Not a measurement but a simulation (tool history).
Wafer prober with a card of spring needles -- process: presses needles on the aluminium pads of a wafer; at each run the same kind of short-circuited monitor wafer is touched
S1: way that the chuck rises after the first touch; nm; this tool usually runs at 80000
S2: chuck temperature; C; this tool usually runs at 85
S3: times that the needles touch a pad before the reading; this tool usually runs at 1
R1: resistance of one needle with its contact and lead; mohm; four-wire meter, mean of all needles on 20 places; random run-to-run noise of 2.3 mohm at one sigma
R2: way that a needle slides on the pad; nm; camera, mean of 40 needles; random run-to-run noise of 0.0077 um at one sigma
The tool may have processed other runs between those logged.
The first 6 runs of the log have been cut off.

-- day=3.233 tips cleaned on abrasive film
-- day=3.721 tips cleaned on abrasive film
run 7 day=3.833 | S1=80000 S2=63 S3=1 | R1=258 R2=18190
-- day=4.225 tips cleaned on abrasive film
run 8 day=4.483 | S1=80000 S2=63 S3=1 | R1=258 R2=18176
-- day=4.729 tips cleaned on abrasive film
run 9 day=5.017 | S1=80000 S2=85 S3=2 | R1=265 R2=18176
-- day=5.246 tips cleaned on abrasive film
run 10 day=5.554 | S1=80000 S2=85 S3=2 | R1=261 R2=18147
-- day=5.704 tips cleaned on abrasive film
-- day=6.179 tips cleaned on abrasive film
run 11 day=6.408 | S1=80000 S2=96 S3=1 | R1=261 R2=18143
-- day=6.654 tips cleaned on abrasive film
run 12 day=6.858 | S1=77000 S2=96 S3=1 | R1=271 R2=17454
-- day=7.112 tips cleaned on abrasive film
run 13 day=7.412 | S1=77000 S2=96 S3=1 | R1=274 R2=17444
-- day=7.575 tips cleaned on abrasive film
-- day=8.083 tips cleaned on abrasive film
run 14 day=8.262 | S1=80000 S2=85 S3=1 | R1=260 R2=18102
-- day=8.479 height of the first contact set anew
-- day=8.604 tips cleaned on abrasive film
-- day=9.071 tips cleaned on abrasive film
run 15 day=9.112 | S1=80000 S2=85 S3=2 | R1=263 R2=18082
-- day=9.542 tips cleaned on abrasive film
run 16 day=9.954 | S1=88000 S2=33 S3=1 | R1=251 R2=19865
-- day=10.008 tips cleaned on abrasive film
-- day=10.496 tips cleaned on abrasive film
run 17 day=10.675 | S1=88000 S2=33 S3=1 | R1=247 R2=19858
-- day=10.975 gauge calibrated
-- day=10.979 tips cleaned on abrasive film
-- day=11.475 tips cleaned on abrasive film
run 18 day=11.517 | S1=88000 S2=33 S3=1 | R1=248 R2=20104
-- day=11.929 tips cleaned on abrasive film
run 19 day=12.171 | S1=88000 S2=52 S3=2 | R1=254 R2=20082
-- day=12.404 tips cleaned on abrasive film
-- day=12.900 tips cleaned on abrasive film
run 20 day=13.000 | S1=83000 S2=29 S3=2 | R1=247 R2=18937
-- day=13.367 tips cleaned on abrasive film
run 21 day=13.538 | S1=83000 S2=29 S3=2 | R1=249 R2=18906
-- day=13.846 tips cleaned on abrasive film
run 22 day=14.146 | S1=94000 S2=51 S3=2 | R1=252 R2=21402
-- day=14.300 tips cleaned on abrasive film
-- day=14.796 tips cleaned on abrasive film
-- day=14.992 height of the first contact set anew
run 23 day=14.992 | S1=94000 S2=49 S3=2 | R1=253 R2=21396
-- day=15.288 tips cleaned on abrasive film
-- day=15.767 tips cleaned on abrasive film
run 24 day=15.950 | S1=94000 S2=49 S3=2 | R1=251 R2=21364
-- day=16.242 tips cleaned on abrasive film
run 25 day=16.579 | S1=61000 S2=49 S3=1 | R1=259 R2=13846
-- day=16.700 tips cleaned on abrasive film
-- day=17.158 tips cleaned on abrasive film
run 26 day=17.554 | S1=89000 S2=35 S3=3 | R1=247 R2=20176
-- day=17.633 tips cleaned on abrasive film
-- day=18.092 tips cleaned on abrasive film
run 27 day=18.483 | S1=62000 S2=59 S3=1 | R1=257 R2=14043
-- day=18.546 tips cleaned on abrasive film
-- day=19.012 tips cleaned on abrasive film
run 28 day=19.138 | S1=80000 S2=85 S3=3 | R1=263 R2=18101
-- day=19.512 tips cleaned on abrasive film
-- day=19.971 tips cleaned on abrasive film
run 29 day=20.104 | S1=80000 S2=85 S3=3 | R1=262 R2=18079
-- day=20.471 tips cleaned on abrasive film
run 30 day=20.750 | S1=80000 S2=44 S3=1 | R1=252 R2=18068

Each row is a separate what-if for the run after 30, all from the same tool condition, not one after another. Results?
-- day=20.992 tips cleaned on abrasive film
run A day=21.246 | S1=97000 S2=85 S3=2 | R1=? R2=?
-- day=20.992 tips cleaned on abrasive film
run B day=21.246 | S1=80000 S2=61 S3=1 | R1=? R2=?
-- day=20.992 tips cleaned on abrasive film
run C day=21.246 | S1=80000 S2=33 S3=1 | R1=? R2=?
-- day=20.992 tips cleaned on abrasive film
run D day=21.246 | S1=78000 S2=59 S3=2 | R1=? R2=?
-- day=20.992 tips cleaned on abrasive film
run E day=21.246 | S1=69000 S2=33 S3=3 | R1=? R2=?

run=A R1=266 R2=21914
run=B R1=254 R2=18062
run=C R1=251 R2=18052
run=D R1=257 R2=17611
run=E R1=250 R2=15574
What these runs would have given with no unlogged condition in the tool:
run=A R1=266 R2=22194
run=B R1=253 R2=18293
run=C R1=251 R2=18283
run=D R1=256 R2=17836
run=E R1=250 R2=15773
